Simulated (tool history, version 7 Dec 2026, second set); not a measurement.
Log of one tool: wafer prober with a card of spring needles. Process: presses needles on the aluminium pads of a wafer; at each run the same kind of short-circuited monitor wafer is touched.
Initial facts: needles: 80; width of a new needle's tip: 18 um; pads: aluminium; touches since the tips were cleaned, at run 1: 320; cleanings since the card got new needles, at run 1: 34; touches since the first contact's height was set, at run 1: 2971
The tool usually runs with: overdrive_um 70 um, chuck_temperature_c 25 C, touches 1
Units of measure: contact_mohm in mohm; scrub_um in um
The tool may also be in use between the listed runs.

| run | hour | overdrive_um | chuck_temperature_c | touches | touches since the tips were cleaned | cleanings since the card got new needles | touches since the first contact's height was set | contact_mohm | scrub_um |
|---|---|---|---|---|---|---|---|---|---|
| 1 | 0 | 70 | 25 | 1 | 320 | 34 | 2971 | 273 | 12.56 |
|  | 6.6 | tips cleaned on abrasive film |
| 2 | 9.7 | 70 | 25 | 1 | 1166 | 35 | 6554 | 279 | 12.52 |
|  | 15.1 | tips cleaned on abrasive film |
|  | 22.4 | tips cleaned on abrasive film |
| 3 | 22.4 | 60 | 25 | 1 | 0 | 37 | 11193 | 271 | 10.74 |
|  | 29.7 | tips cleaned on abrasive film |
|  | 37.8 | tips cleaned on abrasive film |
| 4 | 39.6 | 70 | 25 | 1 | 665 | 39 | 17499 | 277 | 12.55 |
|  | 46.4 | tips cleaned on abrasive film |
|  | 54.5 | tips cleaned on abrasive film |
| 5 | 55.8 | 70 | 43 | 1 | 495 | 41 | 23444 | 281 | 12.51 |
|  | 61.9 | tips cleaned on abrasive film |
|  | 69.2 | tips cleaned on abrasive film |
| 6 | 71.9 | 70 | 25 | 1 | 1012 | 43 | 29355 | 278 | 12.49 |
|  | 77.4 | tips cleaned on abrasive film |
| 7 | 82.4 | 70 | 25 | 1 | 1846 | 44 | 33204 | 293 | 12.48 |
|  | 85.5 | tips cleaned on abrasive film |
|  | 93.8 | tips cleaned on abrasive film |
|  | 101.5 | tips cleaned on abrasive film |
| 8 | 101.9 | 70 | 25 | 1 | 158 | 47 | 40358 | 272 | 12.47 |
|  | 109.2 | tips cleaned on abrasive film |
|  | 118.1 | tips cleaned on abrasive film |
| 9 | 120.8 | 70 | 25 | 1 | 1018 | 49 | 47302 | 280 | 12.45 |
|  | 125.5 | tips cleaned on abrasive film |
| 10 | 131.1 | 70 | 25 | 1 | 2071 | 50 | 51092 | 288 | 12.45 |
|  | 134 | tips cleaned on abrasive film |
|  | 141.6 | tips cleaned on abrasive film |
| 11 | 142.3 | 70 | 25 | 1 | 259 | 52 | 55191 | 273 | 12.43 |
|  | 149.1 | tips cleaned on abrasive film |
|  | 157.7 | tips cleaned on abrasive film |
| 12 | 158.2 | 70 | 25 | 1 | 214 | 54 | 61031 | 270 | 12.38 |
|  | 166.5 | tips cleaned on abrasive film |
|  | 174.2 | tips cleaned on abrasive film |
| 13 | 177.7 | 70 | 29 | 1 | 1318 | 56 | 68199 | 281 | 12.4 |
|  | 182.6 | tips cleaned on abrasive film |
| 14 | 189.5 | 52 | 29 | 1 | 2540 | 57 | 72528 | 308 | 9.15 |
|  | 190.6 | tips cleaned on abrasive film |
|  | 198.4 | tips cleaned on abrasive film |
| 15 | 205.6 | 56 | 27 | 1 | 2646 | 59 | 78427 | 305 | 9.83 |
|  | 206.5 | tips cleaned on abrasive film |
|  | 214.2 | tips cleaned on abrasive film |
|  | 221.4 | tips cleaned on abrasive film |
| 16 | 222.8 | 56 | 27 | 1 | 529 | 62 | 84739 | 277 | 9.82 |
|  | 228.7 | tips cleaned on abrasive film |
|  | 236.6 | tips cleaned on abrasive film |
| 17 | 239.5 | 52 | 119 | 3 | 1079 | 64 | 90846 | 302 | 9.08 |
|  | 244.6 | tips cleaned on abrasive film |
|  | 252.2 | tips cleaned on abrasive film |
| 18 | 258 | 64 | 48 | 2 | 2172 | 66 | 97667 | 291 | 11.25 |
|  | 259.8 | tips cleaned on abrasive film |
|  | 263.7 | height of the first contact set anew |
|  | 268.5 | tips cleaned on abrasive film |
|  | 276.2 | tips cleaned on abrasive film |
| 19 | 277.9 | 70 | 32 | 2 | 613 | 69 | 5200 | 273 | 12.51 |
|  | 283.7 | tips cleaned on abrasive film |
|  | 291.3 | tips cleaned on abrasive film |
| 20 | 295.5 | 72 | 30 | 1 | 1565 | 71 | 11675 | 280 | 12.9 |
|  | 299.7 | tips cleaned on abrasive film |
|  | 307.3 | tips cleaned on abrasive film |
| 21 | 310 | 72 | 30 | 1 | 1017 | 73 | 17003 | 276 | 12.85 |
|  | 315.3 | tips cleaned on abrasive film |
|  | 323.6 | tips cleaned on abrasive film |
| 22 | 325.7 | 62 | 25 | 2 | 778 | 75 | 22764 | 276 | 11.06 |
|  | 331.6 | tips cleaned on abrasive film |
| 23 | 335.5 | 83 | 68 | 3 | 1475 | 76 | 26362 | 283 | 14.83 |
|  | 339.6 | tips cleaned on abrasive film |
|  | 347 | tips cleaned on abrasive film |
| 24 | 347 | 83 | 68 | 3 | 0 | 78 | 30538 | 275 | 14.8 |
|  | 354.2 | tips cleaned on abrasive film |
| 25 | 359.6 | 83 | 68 | 3 | 2004 | 79 | 35205 | 284 | 14.8 |
|  | 362.1 | tips cleaned on abrasive film |
|  | 370.1 | tips cleaned on abrasive film |
| 26 | 372.7 | 83 | 100 | 1 | 968 | 81 | 39994 | 296 | 14.81 |
|  | 377.7 | tips cleaned on abrasive film |
| 27 | 382.3 | 53 | 73 | 1 | 1715 | 82 | 43534 | 307 | 9.37 |
|  | 385.7 | tips cleaned on abrasive film |
|  | 394.2 | tips cleaned on abrasive film |
| 28 | 398.1 | 73 | 81 | 1 | 1482 | 84 | 49335 | 299 | 12.97 |

5 options for the next run, each taken on its own from the tool as it stands now. Forecast them:
|  | 401.9 | tips cleaned on abrasive film |
|  | 410.3 | tips cleaned on abrasive film |
| A | 416 | 82 | 81 | 1 | 2112 | 86 | 55907 | ? | ? |
|  | 401.9 | tips cleaned on abrasive film |
|  | 410.3 | tips cleaned on abrasive film |
| B | 416 | 70 | 26 | 1 | 2112 | 86 | 55907 | ? | ? |
|  | 401.9 | tips cleaned on abrasive film |
|  | 410.3 | tips cleaned on abrasive film |
| C | 416 | 72 | 86 | 1 | 2112 | 86 | 55907 | ? | ? |
|  | 401.9 | tips cleaned on abrasive film |
|  | 410.3 | tips cleaned on abrasive film |
| D | 416 | 69 | 81 | 1 | 2112 | 86 | 55907 | ? | ? |
|  | 401.9 | tips cleaned on abrasive film |
|  | 410.3 | tips cleaned on abrasive film |
| E | 416 | 75 | 25 | 1 | 2112 | 86 | 55907 | ? | ? |

| run | contact_mohm | scrub_um |
|---|---|---|
| A | 295 | 14.56 |
| B | 286 | 12.42 |
| C | 301 | 12.78 |
| D | 304 | 12.24 |
| E | 284 | 13.32 |
Stripped of hidden state, with their random variation kept, the same runs would have yielded:
| run | contact_mohm | scrub_um |
|---|---|---|
| A | 282 | 14.71 |
| B | 267 | 12.58 |
| C | 285 | 12.94 |
| D | 286 | 12.4 |
| E | 268 | 13.48 |
